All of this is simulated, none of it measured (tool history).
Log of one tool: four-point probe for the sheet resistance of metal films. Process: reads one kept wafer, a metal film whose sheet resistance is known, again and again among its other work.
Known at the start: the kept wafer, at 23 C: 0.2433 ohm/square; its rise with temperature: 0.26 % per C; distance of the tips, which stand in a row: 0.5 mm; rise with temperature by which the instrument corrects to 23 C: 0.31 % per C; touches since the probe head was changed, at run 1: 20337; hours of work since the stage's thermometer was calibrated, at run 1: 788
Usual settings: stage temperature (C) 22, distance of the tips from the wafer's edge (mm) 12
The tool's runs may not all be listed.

run	hour	stage temperature (C)	distance of the tips from the wafer's edge (mm)	touches since the probe head was changed	hours of work since the stage's thermometer was calibrated	sheet resistance as the instrument gives it (ohm/square)
1	0.0	22	12	20337	788	0.243805
2	13.0	22	27	20637	793	0.243524
3	23.8	22	27	20887	798	0.243513
4	35.8	22	27	21163	803	0.243492
5	45.5	22	27	21388	808	0.243554
6	64.7	22	27	21829	816	0.243559
7	83.9	22	27	22274	824	0.243507
8	106.7	27	12	22800	834	0.243043
9	128.8	25	12	23309	844	0.243243
10	149.5	27	12	23788	853	0.243004
11	160.0	27	12	24030	857	0.242980
12	180.2	27	12	24496	866	0.243019
13	192.3	27	12	24775	871	0.242982
14	201.8	27	25	24996	875	0.242844
15	223.6	27	25	25499	885	0.242729
16	247.2	27	25	26042	895	0.242790
17	261.5	27	25	26373	901	0.242762
18	272.9	27	25	26636	906	0.242867
19	291.6	22	12	27069	914	0.243663
20	305.2	22	60	27382	920	0.243535
21	321.3	22	22	27753	927	0.243589
22	338.6	22	22	28154	935	0.243538
23	353.9	22	22	28505	942	0.243456
24	367.7	18	59	28825	948	0.244099
25	389.4	18	59	29326	957	0.243955
26	405.7	18	59	29702	964	0.244062
27	421.1	22	50	30058	971	0.243491
28	439.5	24	12	30483	979	0.243390
29	454.9	24	12	30839	985	0.243323
30	472.4	24	12	31243	993	0.243546
31	487.1	24	12	31580	999	0.243415
32	509.6	23	55	32100	1009	0.243353
33	531.7	19	55	32611	1019	0.243974
34	548.7	19	55	33002	1026	0.243910
35	570.7	19	55	33510	1036	0.243945
36	582.2	22	16	33775	1041	0.243524
37	594.2	24	16	34052	1046	0.243292
38	614.4	24	16	34519	1055	0.243324
39	631.8	28	43	34921	1062	0.242577
40	654.4	28	43	35442	1072	0.242650
41	675.1	28	43	35920	1081	0.242598
42	686.6	19	13	36187	1086	0.244057
43	708.9	19	13	36701	1096	0.244011
44	724.8	19	13	37069	1103	0.244111
45	748.2	19	13	37608	1113	0.244201

Forecast each of these 3 alternatives for the next run:
A	770.7	22	13	38128	1123	?
B	770.7	22	17	38128	1123	?
C	770.7	25	4	38128	1123	?

run	sheet resistance as the instrument gives it (ohm/square)
A	0.243761
B	0.243684
C	0.245183
Without the tool's hidden state the same runs would have given:
run	sheet resistance as the instrument gives it (ohm/square)
A	0.243724
B	0.243648
C	0.245145

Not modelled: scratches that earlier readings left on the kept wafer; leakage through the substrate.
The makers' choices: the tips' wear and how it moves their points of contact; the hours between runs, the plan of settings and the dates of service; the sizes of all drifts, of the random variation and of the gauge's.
